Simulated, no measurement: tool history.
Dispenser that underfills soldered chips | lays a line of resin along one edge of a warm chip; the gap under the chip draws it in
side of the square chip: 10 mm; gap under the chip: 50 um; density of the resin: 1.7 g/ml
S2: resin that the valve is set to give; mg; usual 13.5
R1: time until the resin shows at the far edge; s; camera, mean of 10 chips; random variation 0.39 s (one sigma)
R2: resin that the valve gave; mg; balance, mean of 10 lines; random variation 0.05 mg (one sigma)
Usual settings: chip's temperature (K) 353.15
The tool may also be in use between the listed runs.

{"run": 1, "hour": 0.0, "chip's temperature (K)": 353.15, "S2": 13.5, "R1": 40.9, "R2": 12.68}
{"hour": 5.9, "done": "new syringe of resin"}
{"run": 2, "hour": 15.5, "chip's temperature (K)": 353.15, "S2": 13.5, "R1": 37.9, "R2": 12.58}
{"hour": 24.0, "done": "new syringe of resin"}
{"run": 3, "hour": 26.8, "chip's temperature (K)": 357.15, "S2": 13.5, "R1": 24.6, "R2": 12.4}
{"hour": 33.8, "done": "dispensing valve cleaned and set on the balance"}
{"run": 4, "hour": 37.7, "chip's temperature (K)": 357.15, "S2": 13.5, "R1": 37, "R2": 13.56}
{"hour": 43.2, "done": "new syringe of resin"}
{"run": 5, "hour": 45.3, "chip's temperature (K)": 357.15, "S2": 13.5, "R1": 23.6, "R2": 13.47}
{"run": 6, "hour": 58.5, "chip's temperature (K)": 353.15, "S2": 13.5, "R1": 46.6, "R2": 13.35}
{"hour": 60.5, "done": "new syringe of resin"}
{"run": 7, "hour": 67.4, "chip's temperature (K)": 353.15, "S2": 13.5, "R1": 33.4, "R2": 13.31}
{"hour": 78.3, "done": "new syringe of resin"}
{"run": 8, "hour": 78.3, "chip's temperature (K)": 353.15, "S2": 13.5, "R1": 25.2, "R2": 13.27}
{"run": 9, "hour": 86.4, "chip's temperature (K)": 350.15, "S2": 16.8, "R1": 37.9, "R2": 16.37}
{"hour": 96.4, "done": "new syringe of resin"}
{"run": 10, "hour": 102.3, "chip's temperature (K)": 352.15, "S2": 16.2, "R1": 32.9, "R2": 15.7}
{"hour": 114.2, "done": "new syringe of resin"}
{"run": 11, "hour": 115.1, "chip's temperature (K)": 352.15, "S2": 16.2, "R1": 27.3, "R2": 15.57}
{"run": 12, "hour": 123.3, "chip's temperature (K)": 351.15, "S2": 16.2, "R1": 39.1, "R2": 15.47}
{"hour": 131.8, "done": "new syringe of resin"}
{"run": 13, "hour": 133.9, "chip's temperature (K)": 351.15, "S2": 16.2, "R1": 29.8, "R2": 15.44}
{"run": 14, "hour": 145.8, "chip's temperature (K)": 358.15, "S2": 14.2, "R1": 38.6, "R2": 13.34}

Hidden state or all else? Some run-to-run changes of R1, split into what the settings, what came in and random variation would give without the hidden state, and what is left for the hidden state (with any gauge scatter that isn't in both results):
The hidden state here: resin's viscosity, % of fresh resin's; dose that the valve gives, % of what is set; true chip temperature over the reading, C; drift of the gauge itself on fill_s, %; drift of the gauge itself on given_mg, %.
Run 5 -> 6: chip's temperature (K) 357.15 -> 353.15. R1 +23 s: hidden state +19.8, all else +3.2.
